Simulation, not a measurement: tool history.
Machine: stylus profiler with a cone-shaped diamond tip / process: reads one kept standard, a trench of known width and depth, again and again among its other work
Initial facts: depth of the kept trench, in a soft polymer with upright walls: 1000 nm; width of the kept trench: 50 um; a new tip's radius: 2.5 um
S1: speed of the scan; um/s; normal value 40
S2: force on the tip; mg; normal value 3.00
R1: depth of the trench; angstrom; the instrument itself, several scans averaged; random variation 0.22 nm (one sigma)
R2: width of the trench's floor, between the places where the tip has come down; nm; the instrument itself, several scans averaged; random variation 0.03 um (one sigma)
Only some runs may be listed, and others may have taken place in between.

run	hour	S1	S2	R1	R2
1	0.0	40	3.00	10144.4	45840
2	13.8	40	5.51	10216.1	45880
3	36.5	40	5.51	10210.4	45880
4	53.9	40	3.00	10145.1	45840
5	76.3	40	3.00	10140.6	45850
6	98.8	126	3.00	10143.2	45560
7	120.3	126	3.00	10141.6	45600
8	130.8	12	3.00	10145.5	45960
9	151.6	40	3.00	10140.1	45860
10	163.8	40	5.80	10227.7	45920
11	176.2	40	5.80	10222.9	45860
12	192.5	13	3.30	10153.0	45990
13	211.0	150	2.13	10113.9	45390
14	226.5	150	2.13	10115.7	45330
15	240.4	150	2.13	10119.7	45310
16	260.6	25	1.59	10092.1	45880
17	276.3	136	1.33	10077.9	45260
18	296.1	136	1.33	10084.8	45220
19	311.3	84	1.04	10070.1	45470
20	326.2	82	8.95	10300.2	45820
21	350.2	82	8.95	10298.7	45850
22	366.4	84	5.26	10206.9	45730

Each row is a separate what-if for the run after 22, all from the same tool condition, not one after another. Results?
A	388.4	84	1.54	?	?
B	388.4	141	5.75	?	?
C	388.4	93	5.38	?	?
D	388.4	84	7.47	?	?

run	R1	R2
A	10089.2	45550
B	10224.7	45640
C	10214.0	45790
D	10261.6	45870
The same runs, with their run-to-run variation unchanged, on a tool lacking any hidden condition would have given:
run	R1	R2
A	10089.1	45560
B	10224.6	45650
C	10213.9	45790
D	10261.5	45880
